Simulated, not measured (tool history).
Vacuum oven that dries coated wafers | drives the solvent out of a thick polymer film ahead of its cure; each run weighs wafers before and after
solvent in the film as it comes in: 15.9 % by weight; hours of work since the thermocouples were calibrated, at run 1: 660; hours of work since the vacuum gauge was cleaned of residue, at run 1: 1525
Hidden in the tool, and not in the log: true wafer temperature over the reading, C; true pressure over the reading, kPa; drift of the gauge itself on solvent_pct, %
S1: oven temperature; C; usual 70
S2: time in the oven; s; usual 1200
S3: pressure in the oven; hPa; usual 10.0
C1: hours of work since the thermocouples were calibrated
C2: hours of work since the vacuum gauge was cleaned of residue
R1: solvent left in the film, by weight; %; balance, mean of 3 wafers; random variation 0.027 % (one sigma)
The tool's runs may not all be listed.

run    hour  S1    S2    S3    C1    C2    R1
  1     0.0  70  1200  10.0   660  1525  2.61
  2    83.5  70  1200  10.0   715  1579  2.61
  3   155.4  70  1200  10.0   762  1627  2.58
  4   233.3  70  1200  10.0   813  1678  2.69
  5   302.3  70  1200  10.0   859  1723  2.62
  6   383.1  70  1020  10.0   912  1776  3.25
  7   421.1  70  1020  10.0   937  1801  3.27
  8   506.4  70  1020  10.0   993  1857  3.20
  9   569.7  70  1020  10.0  1034  1899  3.29
 10   657.1  70  1020  10.0  1092  1956  3.26
 11   693.9  70  1020  10.0  1116  1981  3.26
 12   752.3  70   660  10.0  1154  2019  5.24
 13   828.5  70   660  10.0  1204  2069  5.20
 14   899.0  70   660  10.0  1251  2116  5.21
 15   954.8  70   720  10.0  1288  2152  4.81
 16  1015.9  70   900  10.0  1328  2192  3.84
 17  1056.9  70   900  10.0  1355  2219  3.82
 18  1142.9  76  1200  13.5  1411  2276  1.56
 19  1187.5  76  1200  13.5  1441  2305  1.52
     1240.3  -- vacuum gauge cleaned of residue and calibrated
 20  1249.8  70  1440   5.9  1480     6  1.81
 21  1288.5  56  1860  14.8  1506    32  5.00
 22  1354.2  79  1860  14.8  1549    75  0.59

5 ways to go on from here, each from the tool as it stands after run 22. What would each give?
  A  1440.8  82  1500  25.2  1606  132   ?
  B  1440.8  70  1140  14.8  1606  132   ?
  C  1440.8  65   660  12.4  1606  132   ?
  D  1440.8  61   900  23.7  1606  132   ?
  E  1440.8  79  1860  14.9  1606  132   ?

run    R1
  A  0.81
  B  3.02
  C  6.70
  D  7.06
  E  0.55
Without the tool's hidden state the same runs would have given:
run    R1
  A  0.81
  B  3.01
  C  6.69
  D  7.05
  E  0.55
